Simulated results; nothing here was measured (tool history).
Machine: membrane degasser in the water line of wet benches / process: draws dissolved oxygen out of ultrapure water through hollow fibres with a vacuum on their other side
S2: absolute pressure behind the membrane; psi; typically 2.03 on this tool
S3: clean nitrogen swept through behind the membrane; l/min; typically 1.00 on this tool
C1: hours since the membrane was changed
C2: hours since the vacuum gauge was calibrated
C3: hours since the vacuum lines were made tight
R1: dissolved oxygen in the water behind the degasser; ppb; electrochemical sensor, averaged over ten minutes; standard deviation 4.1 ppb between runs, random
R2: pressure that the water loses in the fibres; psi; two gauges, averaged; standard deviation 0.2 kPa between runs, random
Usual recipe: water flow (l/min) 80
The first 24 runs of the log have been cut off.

Run 25, hour 4573.1: usual settings but water flow (l/min) 72, S3 0.84 l/min; C1 7743; C2 747; C3 5304. Result: R1 1428.3 ppb, R2 5.516 psi.
Run 26, hour 4766.3: usual settings but water flow (l/min) 72, S3 0.84 l/min; C1 7936; C2 940; C3 5497. Result: R1 1440.3 ppb, R2 5.571 psi.
At hour 4940.3: seals of the vacuum lines changed.
Run 27, hour 4961.1: usual settings but water flow (l/min) 73, S2 3.39 psi, S3 1.84 l/min; C1 8129; C2 1133; C3 21. Result: R1 1490.1 ppb, R2 5.661 psi.
Run 28, hour 5117.8: usual settings but S2 2.16 psi, S3 1.23 l/min; C1 8286; C2 1290; C3 178. Result: R1 1325.5 ppb, R2 6.182 psi.
Run 29, hour 5312.6: usual settings but water flow (l/min) 117, S2 3.13 psi, S3 1.23 l/min; C1 8481; C2 1484; C3 372. Result: R1 2407.7 ppb, R2 9.050 psi.
Run 30, hour 5516.1: usual settings but water flow (l/min) 110, S2 3.00 psi; C1 8684; C2 1688; C3 576. Result: R1 2474.6 ppb, R2 8.511 psi.
Run 31, hour 5710.4: usual settings but water flow (l/min) 56, S2 1.28 psi, S3 0.98 l/min; C1 8879; C2 1882; C3 770. Result: R1 626.8 ppb, R2 4.289 psi.
Run 32, hour 5823.6: usual settings but water flow (l/min) 113, S2 1.61 psi, S3 0.47 l/min; C1 8992; C2 1995; C3 883. Result: R1 1917.0 ppb, R2 8.747 psi.

Predict each of these 4 candidate next runs independently; none follows another, all start after run 32:
Run A, hour 6077.5: usual settings but water flow (l/min) 113, S2 2.13 psi, S3 2.98 l/min; C1 9246; C2 2249; C3 1137. Result: R1 ?, R2 ?.
Run B, hour 6077.5: usual settings but water flow (l/min) 113, S2 4.83 psi, S3 0.60 l/min; C1 9246; C2 2249; C3 1137. Result: R1 ?, R2 ?.
Run C, hour 6077.5: usual settings but water flow (l/min) 51, S2 3.89 psi, S3 0.74 l/min; C1 9246; C2 2249; C3 1137. Result: R1 ?, R2 ?.
Run D, hour 6077.5: usual settings but water flow (l/min) 101, S2 2.64 psi; C1 9246; C2 2249; C3 1137. Result: R1 ?, R2 ?.

run      R1     R2
  A  1046.0  8.711
  B  4394.9  8.708
  C  2277.9  3.936
  D  2098.3  7.793
Without the tool's hidden state the same runs would have given:
run      R1     R2
  A  1045.0  8.701
  B  4394.4  8.696
  C  2277.6  3.932
  D  2097.5  7.784
